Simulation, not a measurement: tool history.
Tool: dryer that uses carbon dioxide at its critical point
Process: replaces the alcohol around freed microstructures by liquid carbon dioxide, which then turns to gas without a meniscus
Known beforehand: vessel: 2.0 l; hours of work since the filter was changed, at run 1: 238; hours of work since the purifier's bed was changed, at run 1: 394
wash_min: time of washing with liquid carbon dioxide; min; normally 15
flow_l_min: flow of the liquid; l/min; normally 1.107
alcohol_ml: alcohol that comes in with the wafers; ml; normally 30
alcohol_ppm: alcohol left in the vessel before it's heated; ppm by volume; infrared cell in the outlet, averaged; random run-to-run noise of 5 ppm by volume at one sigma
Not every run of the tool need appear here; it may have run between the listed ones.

run    hour  wash_min  flow_l_min  alcohol_ml  hours of work since the filter was changed  hours of work since the purifier's bed was changed  alcohol_ppm
  1       0        15       1.107          30                                         238                                                 394          195
  2    50.4        15       1.107          30                                         271                                                 426          212
  3    79.5        15        0.78          30                                         290                                                 445          394
  4   111.1        15        0.77          30                                         310                                                 466          438
  5   146.9        15        0.77          30                                         333                                                 489          444
  6   193.7        15        0.77          30                                         364                                                 519          462
        228  -- inlet filter changed
  7   236.9        15        0.77          30                                           6                                                 546          385
  8   284.5        15        0.77          30                                          37                                                 577          375
  9   308.7        15        0.77          30                                          52                                                 593          392
 10     357        15        0.77          30                                          83                                                 624          415
 11   394.3        15        1.08          30                                         108                                                 648          292
        406  -- purifier's bed changed
 12   454.5        15        1.08          40                                         145                                                  31           45
 13   512.2        15        1.08          40                                         182                                                  69           72
 14   556.6        15        1.08          40                                         211                                                  97           93
 15   609.7        15        1.08          40                                         245                                                 132          101
 16   645.6         9        1.11          40                                         268                                                 155          524
 17   702.5         9        1.11          40                                         305                                                 192          557
 18   733.4         9        1.11          40                                         325                                                 212          577
 19   781.5         9        1.11          40                                         356                                                 243          609
        827  -- inlet filter changed
 20   833.1        20        0.83          62                                           4                                                 276          150
 21   871.7        15        0.76          74                                          29                                                 301          519
 22   924.2        15         1.2          30                                          63                                                 335          149
 23     974        14        1.36          88                                          95                                                 367          178
 24  1011.8        12       1.107          37                                         120                                                 392          249
 25  1069.3        17        1.41          61                                         157                                                 429          176
 26  1108.1        16        0.68          37                                         182                                                 454          493
 27  1139.3        11         0.8          79                                         202                                                 474         1588
 28  1178.6        11         1.3          79                                         228                                                 499          354

5 ways to go on from here, each from the tool as it stands after run 28. What would each give?
  A  1233.1        19        0.75          67                                         263                                                 535            ?
  B  1233.1        15        1.73          51                                         263                                                 535            ?
  C  1233.1        15        0.86         107                                         263                                                 535            ?
  D  1233.1        10       1.107          75                                         263                                                 535            ?
  E  1233.1        13        1.06          30                                         263                                                 535            ?

run  alcohol_ppm
  A          386
  B          218
  C          663
  D          783
  E          296
The same runs, with their run-to-run variation unchanged, on a tool lacking any hidden condition would have given:
run  alcohol_ppm
  A           99
  B            4
  C          287
  D          382
  E           52

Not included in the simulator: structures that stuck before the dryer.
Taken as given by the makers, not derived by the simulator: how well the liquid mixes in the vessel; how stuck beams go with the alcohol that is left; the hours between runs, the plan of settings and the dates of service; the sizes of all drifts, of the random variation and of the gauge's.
